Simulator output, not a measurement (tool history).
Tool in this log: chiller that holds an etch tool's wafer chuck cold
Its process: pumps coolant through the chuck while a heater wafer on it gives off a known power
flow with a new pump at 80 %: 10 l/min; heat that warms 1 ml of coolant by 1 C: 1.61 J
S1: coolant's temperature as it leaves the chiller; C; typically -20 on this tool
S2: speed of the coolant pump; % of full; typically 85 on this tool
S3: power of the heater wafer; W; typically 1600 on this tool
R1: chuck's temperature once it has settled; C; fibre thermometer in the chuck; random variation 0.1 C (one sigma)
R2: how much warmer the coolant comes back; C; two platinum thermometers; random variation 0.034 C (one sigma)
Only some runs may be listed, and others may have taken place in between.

{"run": 1, "hour": 0.0, "S1": -20, "S2": 85, "S3": 1600, "R1": -5.5, "R2": 5.6}
{"run": 2, "hour": 200.1, "S1": -20, "S2": 85, "S3": 1600, "R1": -5.4, "R2": 5.58}
{"run": 3, "hour": 366.1, "S1": -20, "S2": 85, "S3": 1600, "R1": -5.5, "R2": 5.65}
{"run": 4, "hour": 502.6, "S1": -20, "S2": 85, "S3": 1600, "R1": -5.1, "R2": 5.62}
{"run": 5, "hour": 697.3, "S1": -20, "S2": 85, "S3": 1600, "R1": -5.3, "R2": 5.65}
{"run": 6, "hour": 886.0, "S1": -20, "S2": 89, "S3": 1600, "R1": -5.8, "R2": 5.33}
{"run": 7, "hour": 1025.4, "S1": -20, "S2": 89, "S3": 1600, "R1": -5.7, "R2": 5.34}
{"run": 8, "hour": 1179.6, "S1": -20, "S2": 89, "S3": 1600, "R1": -5.7, "R2": 5.32}
{"run": 9, "hour": 1351.1, "S1": -20, "S2": 89, "S3": 1600, "R1": -5.9, "R2": 5.34}
{"run": 10, "hour": 1493.6, "S1": -20, "S2": 89, "S3": 1600, "R1": -5.5, "R2": 5.33}
{"run": 11, "hour": 1619.5, "S1": -20, "S2": 89, "S3": 1600, "R1": -5.6, "R2": 5.37}
{"run": 12, "hour": 1726.8, "S1": -20, "S2": 89, "S3": 1600, "R1": -5.9, "R2": 5.33}
{"hour": 1772.5, "done": "chiller's thermometer calibrated"}
{"run": 13, "hour": 1926.8, "S1": -20, "S2": 89, "S3": 1600, "R1": -5.6, "R2": 5.35}
{"run": 14, "hour": 2033.0, "S1": -20, "S2": 85, "S3": 1945, "R1": -2.1, "R2": 6.83}
{"run": 15, "hour": 2146.4, "S1": -20, "S2": 85, "S3": 1600, "R1": -5.3, "R2": 5.65}
{"run": 16, "hour": 2295.8, "S1": -29, "S2": 85, "S3": 1622, "R1": -14.2, "R2": 5.71}
{"run": 17, "hour": 2497.8, "S1": -29, "S2": 85, "S3": 1370, "R1": -16.3, "R2": 4.86}
{"run": 18, "hour": 2677.4, "S1": -25, "S2": 87, "S3": 1600, "R1": -10.5, "R2": 5.48}
{"run": 19, "hour": 2847.4, "S1": -25, "S2": 87, "S3": 1600, "R1": -10.3, "R2": 5.5}
{"run": 20, "hour": 2945.7, "S1": -26, "S2": 81, "S3": 1621, "R1": -10.7, "R2": 6.04}
{"hour": 3118.4, "done": "coolant changed, channels flushed"}
{"run": 21, "hour": 3146.0, "S1": -26, "S2": 64, "S3": 1059, "R1": -14.3, "R2": 5.04}
{"run": 22, "hour": 3241.6, "S1": -20, "S2": 73, "S3": 1600, "R1": -4.1, "R2": 6.55}
{"run": 23, "hour": 3439.6, "S1": -20, "S2": 79, "S3": 1600, "R1": -4.7, "R2": 6.09}
{"run": 24, "hour": 3603.2, "S1": -20, "S2": 79, "S3": 1600, "R1": -4.6, "R2": 6.03}
{"run": 25, "hour": 3713.5, "S1": -20, "S2": 79, "S3": 1600, "R1": -4.8, "R2": 6.02}
{"run": 26, "hour": 3875.5, "S1": -10, "S2": 64, "S3": 2013, "R1": 11.7, "R2": 9.5}
{"run": 27, "hour": 4034.4, "S1": -17, "S2": 61, "S3": 1554, "R1": 0.5, "R2": 7.73}
{"run": 28, "hour": 4143.6, "S1": -23, "S2": 73, "S3": 1504, "R1": -7.7, "R2": 6.18}
{"run": 29, "hour": 4260.1, "S1": -21, "S2": 65, "S3": 1292, "R1": -7.2, "R2": 6.01}

Run 30 comes next. What will it give?
{"run": 30, "hour": 4441.0, "S1": -18, "S2": 69, "S3": 2138, "R1": "?", "R2": "?"}

Run 30 measured R1 4.1 C, R2 9.30 C.
Take away the tool's hidden state, keep the run-to-run variation as it was, and the same run would have given R1 4.0 C, R2 9.28 C.
